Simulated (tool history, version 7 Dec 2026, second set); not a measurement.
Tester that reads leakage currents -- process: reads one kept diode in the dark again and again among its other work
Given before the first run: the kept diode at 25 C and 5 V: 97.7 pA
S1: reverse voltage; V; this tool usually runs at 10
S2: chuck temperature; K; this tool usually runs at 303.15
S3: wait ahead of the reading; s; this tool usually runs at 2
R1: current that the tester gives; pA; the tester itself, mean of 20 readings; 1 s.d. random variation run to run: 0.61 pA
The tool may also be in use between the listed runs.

run	hour	S1	S2	S3	R1
1	0	10	303.15	2	197.26
2	25.6	10	307.15	2	274.69
3	44.2	10	307.15	2	275.06
4	74.3	10	307.15	2	274.49
5	90.5	10	307.15	2	273.14
6	113.4	10	307.15	2	272.66
7	133.4	10	307.15	2	274.24
8	153.3	10	304.15	2	211.58
9	172.5	10	304.15	2	211.98
10	192.3	10	303.15	2	195.55
11	222.9	10	303.15	1.78	193.76
# hour 226.5: tester calibrated
12	245.1	10	303.15	1.78	194.14
13	265.2	10	303.15	2	194.37
14	279	10	303.15	2	194.78
15	309.3	10	303.15	2	193.93
16	322.9	8.5	320.15	5.77	695.95
17	336.2	8.5	320.15	5.77	693.96
18	362.1	10.1	309.15	0.43	319.93
# hour 388.1: tester calibrated, once more
19	389.6	10.6	297.15	0.52	120.18
20	407.6	1.8	303.15	8.58	90.13
21	429.2	13.6	301.15	7.69	181.89
22	451.1	13.6	301.15	7.69	181.92
23	469.8	5.3	293.15	7.69	59.93
24	494.8	3.8	300.15	7.87	95.69
25	512.8	1.7	308.15	0.81	131.45
26	534.5	4.6	303.15	0.75	134.34
27	547.1	7.4	299.15	0.75	119.18
28	570.9	10	323.15	0.64	912.1

3 options for the next run, each taken on its own from the tool as it stands now. Forecast them:
A	600.5	10	302.15	2	?
B	600.5	10	329.15	2	?
C	600.5	2.7	331.15	8.91	?

run	R1
A	172.16
B	1396.06
C	920.47
What these runs would have given with no unlogged condition in the tool:
run	R1
A	186.77
B	1502.9
C	990.55

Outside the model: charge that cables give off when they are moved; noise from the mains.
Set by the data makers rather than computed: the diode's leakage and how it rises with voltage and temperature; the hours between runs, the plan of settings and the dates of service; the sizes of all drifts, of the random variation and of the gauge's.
